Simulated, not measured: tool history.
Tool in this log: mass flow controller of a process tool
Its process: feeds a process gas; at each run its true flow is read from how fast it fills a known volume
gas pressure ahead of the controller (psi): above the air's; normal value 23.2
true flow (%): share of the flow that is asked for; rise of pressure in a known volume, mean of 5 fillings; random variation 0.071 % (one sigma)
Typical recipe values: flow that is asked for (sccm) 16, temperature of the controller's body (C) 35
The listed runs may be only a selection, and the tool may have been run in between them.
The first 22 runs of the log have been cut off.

run,hour,flow that is asked for (sccm),gas pressure ahead of the controller (psi),temperature of the controller's body (C),true flow (%)
23,7319.1,16,21.3,35,101.89
24,7742.0,16,23.2,29,101.30
25,7955.7,6,24.7,29,101.49
26,8192.6,6,32.3,27,100.87
27,8511.1,8,26.3,35,102.04
28,8875.7,6,26.3,33,102.07
29,9104.8,6,26.3,33,102.07
30,9430.8,7,34.1,33,101.81
31,9729.0,16,23.2,37,102.61
32,10168.8,7,23.2,37,102.91
33,10487.7,17,31.5,23,101.33
34,10943.0,17,31.5,23,101.54
35,11272.5,14,39.7,22,101.13
36,11602.8,14,39.7,22,101.21
37,11805.1,13,26.7,30,102.58
38,12252.1,13,26.7,30,102.60
39,12639.0,17,32.9,37,103.11
40,12881.5,16,31.0,35,103.21
41,13147.8,16,29.3,35,103.40
42,13375.4,16,38.1,35,103.05
43,13675.6,16,38.1,33,102.79
44,14004.8,16,23.1,24,102.98
45,14194.5,16,23.1,24,103.07
46,14509.5,16,28.7,35,103.75
47,14952.7,5,23.2,40,105.30

Forecast each of these 4 alternatives for the next run:
A,15177.4,5,37.7,35,?
B,15177.4,17,23.2,35,?
C,15177.4,3,23.2,40,?
D,15177.4,16,30.9,32,?

run,true flow (%)
A,104.23
B,104.24
C,106.19
D,103.57
Had the tool no hidden state, the same runs would have come out as:
run,true flow (%)
A,100.01
B,101.03
C,101.04
D,100.33

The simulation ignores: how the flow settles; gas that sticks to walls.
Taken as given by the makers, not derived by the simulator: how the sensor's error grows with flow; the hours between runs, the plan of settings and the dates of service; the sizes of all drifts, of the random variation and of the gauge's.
